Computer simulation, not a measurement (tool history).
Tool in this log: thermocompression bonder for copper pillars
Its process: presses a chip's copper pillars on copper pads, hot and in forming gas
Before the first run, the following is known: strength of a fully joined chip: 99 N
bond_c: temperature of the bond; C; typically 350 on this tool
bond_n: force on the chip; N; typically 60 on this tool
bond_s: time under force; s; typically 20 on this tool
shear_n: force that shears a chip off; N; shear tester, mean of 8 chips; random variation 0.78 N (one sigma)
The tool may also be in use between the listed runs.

run	hour	bond_c	bond_n	bond_s	shear_n
1	0.0	350	60	20	54.7
2	8.7	350	60	20	55.3
3	27.9	350	60	20	55.1
4	43.8	350	60	20	55.1
5	56.3	350	60	20	55.9
# hour 58.8: force cell calibrated
6	72.5	375	55	20	61.7
7	88.7	336	42	20	34.7
8	101.0	351	43	20	43.4
# hour 109.7: forming gas filter changed
9	115.9	351	43	20	46.1
10	124.5	366	45	20	55.4

Here are 4 independent what-if runs from the current tool condition. What would each one return?
A	139.5	366	47	23	?
B	139.5	336	88	56	?
C	139.5	337	48	20	?
D	139.5	343	76	17	?

run	shear_n
A	59.2
B	86.7
C	45.3
D	64.6
Without the tool's hidden state the same runs would have given:
run	shear_n
A	58.7
B	86.6
C	44.8
D	64.2
